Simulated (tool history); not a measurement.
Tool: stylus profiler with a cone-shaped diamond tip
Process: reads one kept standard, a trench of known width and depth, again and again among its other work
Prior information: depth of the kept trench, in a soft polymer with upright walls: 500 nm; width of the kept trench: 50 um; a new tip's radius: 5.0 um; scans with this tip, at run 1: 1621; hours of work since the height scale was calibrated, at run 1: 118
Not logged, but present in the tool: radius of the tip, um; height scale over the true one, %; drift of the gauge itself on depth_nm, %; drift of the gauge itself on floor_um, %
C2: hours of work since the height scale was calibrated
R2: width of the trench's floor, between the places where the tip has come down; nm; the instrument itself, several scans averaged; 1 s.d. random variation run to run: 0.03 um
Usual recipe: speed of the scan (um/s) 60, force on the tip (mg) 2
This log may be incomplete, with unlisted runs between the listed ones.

{"run": 1, "hour": 0.0, "speed of the scan (um/s)": 60, "force on the tip (mg)": 2, "scans with this tip": 1621, "C2": 118, "depth of the trench (nm)": 503.41, "R2": 45220}
{"run": 2, "hour": 11.8, "speed of the scan (um/s)": 60, "force on the tip (mg)": 2, "scans with this tip": 1696, "C2": 124, "depth of the trench (nm)": 503.84, "R2": 45240}
{"run": 3, "hour": 26.2, "speed of the scan (um/s)": 60, "force on the tip (mg)": 2, "scans with this tip": 1788, "C2": 131, "depth of the trench (nm)": 503.89, "R2": 45220}
{"run": 4, "hour": 40.1, "speed of the scan (um/s)": 60, "force on the tip (mg)": 2, "scans with this tip": 1877, "C2": 137, "depth of the trench (nm)": 503.66, "R2": 45250}
{"run": 5, "hour": 66.0, "speed of the scan (um/s)": 60, "force on the tip (mg)": 2, "scans with this tip": 2044, "C2": 149, "depth of the trench (nm)": 503.84, "R2": 45260}
{"run": 6, "hour": 77.2, "speed of the scan (um/s)": 60, "force on the tip (mg)": 1.62, "scans with this tip": 2115, "C2": 155, "depth of the trench (nm)": 503.2, "R2": 45140}
{"run": 7, "hour": 93.1, "speed of the scan (um/s)": 60, "force on the tip (mg)": 1.62, "scans with this tip": 2217, "C2": 162, "depth of the trench (nm)": 503.36, "R2": 45180}
{"run": 8, "hour": 105.9, "speed of the scan (um/s)": 60, "force on the tip (mg)": 1.62, "scans with this tip": 2299, "C2": 168, "depth of the trench (nm)": 503.35, "R2": 45120}
{"run": 9, "hour": 117.3, "speed of the scan (um/s)": 60, "force on the tip (mg)": 1.62, "scans with this tip": 2372, "C2": 173, "depth of the trench (nm)": 503.29, "R2": 45170}
{"run": 10, "hour": 135.1, "speed of the scan (um/s)": 60, "force on the tip (mg)": 1.62, "scans with this tip": 2486, "C2": 182, "depth of the trench (nm)": 503.41, "R2": 45130}
{"run": 11, "hour": 161.7, "speed of the scan (um/s)": 60, "force on the tip (mg)": 1.62, "scans with this tip": 2656, "C2": 194, "depth of the trench (nm)": 503.61, "R2": 45130}
{"run": 12, "hour": 185.2, "speed of the scan (um/s)": 30, "force on the tip (mg)": 2, "scans with this tip": 2807, "C2": 205, "depth of the trench (nm)": 504.14, "R2": 45300}
{"run": 13, "hour": 199.1, "speed of the scan (um/s)": 30, "force on the tip (mg)": 2, "scans with this tip": 2896, "C2": 212, "depth of the trench (nm)": 503.67, "R2": 45290}
{"run": 14, "hour": 223.4, "speed of the scan (um/s)": 30, "force on the tip (mg)": 2, "scans with this tip": 3051, "C2": 223, "depth of the trench (nm)": 504.05, "R2": 45350}
{"run": 15, "hour": 236.0, "speed of the scan (um/s)": 30, "force on the tip (mg)": 2, "scans with this tip": 3132, "C2": 229, "depth of the trench (nm)": 504.05, "R2": 45340}
{"run": 16, "hour": 260.5, "speed of the scan (um/s)": 30, "force on the tip (mg)": 2, "scans with this tip": 3289, "C2": 240, "depth of the trench (nm)": 503.82, "R2": 45330}
{"run": 17, "hour": 276.3, "speed of the scan (um/s)": 21, "force on the tip (mg)": 1.27, "scans with this tip": 3391, "C2": 248, "depth of the trench (nm)": 502.94, "R2": 45310}
{"run": 18, "hour": 296.9, "speed of the scan (um/s)": 60, "force on the tip (mg)": 3.57, "scans with this tip": 3522, "C2": 257, "depth of the trench (nm)": 505.59, "R2": 45180}
{"run": 19, "hour": 320.3, "speed of the scan (um/s)": 60, "force on the tip (mg)": 3.57, "scans with this tip": 3672, "C2": 268, "depth of the trench (nm)": 505.7, "R2": 45270}
{"run": 20, "hour": 334.3, "speed of the scan (um/s)": 60, "force on the tip (mg)": 0.76, "scans with this tip": 3761, "C2": 275, "depth of the trench (nm)": 502.03, "R2": 44960}
{"run": 21, "hour": 353.2, "speed of the scan (um/s)": 50, "force on the tip (mg)": 0.82, "scans with this tip": 3883, "C2": 284, "depth of the trench (nm)": 502.23, "R2": 44950}
{"run": 22, "hour": 369.6, "speed of the scan (um/s)": 31, "force on the tip (mg)": 3.64, "scans with this tip": 3988, "C2": 291, "depth of the trench (nm)": 505.75, "R2": 45290}
{"run": 23, "hour": 392.6, "speed of the scan (um/s)": 162, "force on the tip (mg)": 1.25, "scans with this tip": 4135, "C2": 302, "depth of the trench (nm)": 503.07, "R2": 44290}
{"run": 24, "hour": 419.0, "speed of the scan (um/s)": 162, "force on the tip (mg)": 1.25, "scans with this tip": 4304, "C2": 315, "depth of the trench (nm)": 503.13, "R2": 44310}
{"run": 25, "hour": 433.8, "speed of the scan (um/s)": 60, "force on the tip (mg)": 1.11, "scans with this tip": 4399, "C2": 321, "depth of the trench (nm)": 502.87, "R2": 44910}
{"run": 26, "hour": 447.1, "speed of the scan (um/s)": 136, "force on the tip (mg)": 2.62, "scans with this tip": 4484, "C2": 328, "depth of the trench (nm)": 504.82, "R2": 44730}
{"run": 27, "hour": 462.2, "speed of the scan (um/s)": 176, "force on the tip (mg)": 2.62, "scans with this tip": 4581, "C2": 335, "depth of the trench (nm)": 504.85, "R2": 44530}
{"run": 28, "hour": 479.4, "speed of the scan (um/s)": 113, "force on the tip (mg)": 4.99, "scans with this tip": 4691, "C2": 343, "depth of the trench (nm)": 507.06, "R2": 44980}
{"run": 29, "hour": 491.4, "speed of the scan (um/s)": 32, "force on the tip (mg)": 1.54, "scans with this tip": 4768, "C2": 348, "depth of the trench (nm)": 503.37, "R2": 45160}
{"run": 30, "hour": 505.9, "speed of the scan (um/s)": 32, "force on the tip (mg)": 1.54, "scans with this tip": 4861, "C2": 355, "depth of the trench (nm)": 503.19, "R2": 45190}

Consider 4 possible next runs. They are alternatives, not a sequence: every one starts from the tool as it was left by run 30. What does each give?
{"run": "A", "hour": 516.8, "speed of the scan (um/s)": 49, "force on the tip (mg)": 1.86, "scans with this tip": 4930, "C2": 360, "depth of the trench (nm)": "?", "R2": "?"}
{"run": "B", "hour": 516.8, "speed of the scan (um/s)": 19, "force on the tip (mg)": 1.28, "scans with this tip": 4930, "C2": 360, "depth of the trench (nm)": "?", "R2": "?"}
{"run": "C", "hour": 516.8, "speed of the scan (um/s)": 53, "force on the tip (mg)": 0.77, "scans with this tip": 4930, "C2": 360, "depth of the trench (nm)": "?", "R2": "?"}
{"run": "D", "hour": 516.8, "speed of the scan (um/s)": 18, "force on the tip (mg)": 4, "scans with this tip": 4930, "C2": 360, "depth of the trench (nm)": "?", "R2": "?"}

run=A depth_of_the_trench_(nm)=504.04 R2=45060
run=B depth_of_the_trench_(nm)=503.09 R2=45280
run=C depth_of_the_trench_(nm)=502.38 R2=44910
run=D depth_of_the_trench_(nm)=506.1 R2=45270
Without the tool's unlogged condition, the same runs would have read:
run=A depth_of_the_trench_(nm)=503.68 R2=45370
run=B depth_of_the_trench_(nm)=502.73 R2=45580
run=C depth_of_the_trench_(nm)=502.02 R2=45220
run=D depth_of_the_trench_(nm)=505.74 R2=45580
